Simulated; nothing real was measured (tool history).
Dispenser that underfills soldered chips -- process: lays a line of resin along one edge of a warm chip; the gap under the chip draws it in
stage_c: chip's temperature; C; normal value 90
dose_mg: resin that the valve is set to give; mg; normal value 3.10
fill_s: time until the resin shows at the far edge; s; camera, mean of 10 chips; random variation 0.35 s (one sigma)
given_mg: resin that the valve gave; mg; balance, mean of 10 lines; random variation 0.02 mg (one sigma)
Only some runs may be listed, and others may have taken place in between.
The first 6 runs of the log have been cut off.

run,hour,stage_c,dose_mg,fill_s,given_mg
# hour 33.6: new syringe of resin
7,36.5,90,3.10,23.1,2.85
# hour 41.2: new syringe of resin
8,45.4,75,3.10,52.0,2.88
# hour 48.9: dispensing valve cleaned and set on the balance
# hour 50.3: new syringe of resin
9,51.2,75,3.10,41.5,3.10
# hour 58.0: new syringe of resin
10,59.9,75,3.10,43.9,3.08
# hour 65.9: new syringe of resin
11,67.6,75,3.10,44.2,3.05
12,71.7,75,3.10,57.3,3.05
# hour 73.5: new syringe of resin
13,76.8,75,3.10,48.1,3.05
# hour 81.1: new syringe of resin
14,83.2,75,3.10,43.8,3.04
# hour 89.0: new syringe of resin
15,92.1,75,3.10,47.3,3.06
# hour 97.1: new syringe of resin
16,101.2,75,3.10,51.2,2.99
# hour 104.8: new syringe of resin
17,109.1,75,3.10,50.9,3.00
# hour 112.3: new syringe of resin
18,113.8,75,3.10,43.5,3.01
# hour 120.1: new syringe of resin
19,120.6,85,3.37,24.9,3.24
# hour 128.0: new syringe of resin
20,128.5,80,3.37,31.6,3.22
# hour 136.0: new syringe of resin
21,137.8,92,3.35,19.0,3.19
# hour 143.7: new syringe of resin
22,144.7,83,3.45,27.8,3.28
23,148.8,83,3.45,36.4,3.26
# hour 151.3: new syringe of resin
24,156.6,104,3.35,14.7,3.13
# hour 158.8: new syringe of resin
25,162.2,104,3.83,12.0,3.60
# hour 167.0: new syringe of resin
26,170.3,90,3.29,24.6,3.09
# hour 174.8: new syringe of resin
27,178.0,90,3.29,23.9,3.05

The next listed run, before its measurement:
# hour 182.3: new syringe of resin
28,182.3,82,2.94,?,?

{"run 28": {"fill_s": 29.4, "given_mg": 2.71}}
Without the tool's hidden state the same run would have given fill_s 27.5 s, given_mg 2.93 mg.
